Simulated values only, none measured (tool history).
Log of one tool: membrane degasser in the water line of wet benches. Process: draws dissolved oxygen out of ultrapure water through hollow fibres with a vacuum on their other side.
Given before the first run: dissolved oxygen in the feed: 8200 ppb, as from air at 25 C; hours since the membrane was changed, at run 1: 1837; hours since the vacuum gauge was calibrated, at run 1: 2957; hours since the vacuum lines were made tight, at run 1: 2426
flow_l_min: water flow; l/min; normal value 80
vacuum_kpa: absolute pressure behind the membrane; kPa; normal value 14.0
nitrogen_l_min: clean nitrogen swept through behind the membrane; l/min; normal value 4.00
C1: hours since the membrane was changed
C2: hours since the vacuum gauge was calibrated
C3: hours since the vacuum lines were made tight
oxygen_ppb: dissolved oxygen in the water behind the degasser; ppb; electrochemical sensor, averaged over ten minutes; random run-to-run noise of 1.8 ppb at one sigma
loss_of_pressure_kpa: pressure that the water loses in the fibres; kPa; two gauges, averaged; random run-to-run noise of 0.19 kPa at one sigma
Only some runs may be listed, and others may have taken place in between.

Run 1, hour 0.0: usual settings; C1 1837; C2 2957; C3 2426. Result: oxygen_ppb 471.7 ppb, loss_of_pressure_kpa 37.42 kPa.
Run 2, hour 79.7: usual settings; C1 1917; C2 3037; C3 2506. Result: oxygen_ppb 473.8 ppb, loss_of_pressure_kpa 37.50 kPa.
Run 3, hour 181.9: usual settings; C1 2019; C2 3139; C3 2608. Result: oxygen_ppb 472.8 ppb, loss_of_pressure_kpa 37.46 kPa.
Run 4, hour 271.0: usual settings; C1 2108; C2 3228; C3 2697. Result: oxygen_ppb 470.6 ppb, loss_of_pressure_kpa 37.19 kPa.
Run 5, hour 402.7: usual settings; C1 2240; C2 3360; C3 2829. Result: oxygen_ppb 471.4 ppb, loss_of_pressure_kpa 37.59 kPa.
Run 6, hour 475.9: usual settings but flow_l_min 114 l/min; C1 2313; C2 3433; C3 2902. Result: oxygen_ppb 643.9 ppb, loss_of_pressure_kpa 53.13 kPa.
Run 7, hour 606.2: usual settings but flow_l_min 114 l/min; C1 2443; C2 3563; C3 3032. Result: oxygen_ppb 645.6 ppb, loss_of_pressure_kpa 53.52 kPa.
Run 8, hour 704.4: usual settings but flow_l_min 97 l/min, nitrogen_l_min 5.17 l/min; C1 2541; C2 3662; C3 3130. Result: oxygen_ppb 458.4 ppb, loss_of_pressure_kpa 45.65 kPa.
Run 9, hour 788.5: usual settings but flow_l_min 122 l/min, vacuum_kpa 11.6 kPa, nitrogen_l_min 1.61 l/min; C1 2626; C2 3746; C3 3215. Result: oxygen_ppb 1031.5 ppb, loss_of_pressure_kpa 57.21 kPa.
Run 10, hour 889.8: usual settings but flow_l_min 67 l/min, vacuum_kpa 18.4 kPa, nitrogen_l_min 8.80 l/min; C1 2727; C2 3847; C3 3316. Result: oxygen_ppb 278.5 ppb, loss_of_pressure_kpa 31.58 kPa.

Each run again, without the hidden state but with its own random variation kept:
The tool's hidden condition here consists of: membrane still open, %; true pressure behind the membrane over the reading, kPa; air that leaks in behind the membrane, l/min; drift of the gauge itself on oxygen_ppb, %; drift of the gauge itself on loss_of_pressure_kpa, %.
run  oxygen_ppb  loss_of_pressure_kpa
  1       468.2                 37.18
  2       470.2                 37.26
  3       469.0                 37.19
  4       466.7                 36.92
  5       467.3                 37.30
  6       638.1                 52.71
  7       639.5                 53.07
  8       453.8                 45.25
  9      1020.2                 56.69
 10       276.2                 31.28

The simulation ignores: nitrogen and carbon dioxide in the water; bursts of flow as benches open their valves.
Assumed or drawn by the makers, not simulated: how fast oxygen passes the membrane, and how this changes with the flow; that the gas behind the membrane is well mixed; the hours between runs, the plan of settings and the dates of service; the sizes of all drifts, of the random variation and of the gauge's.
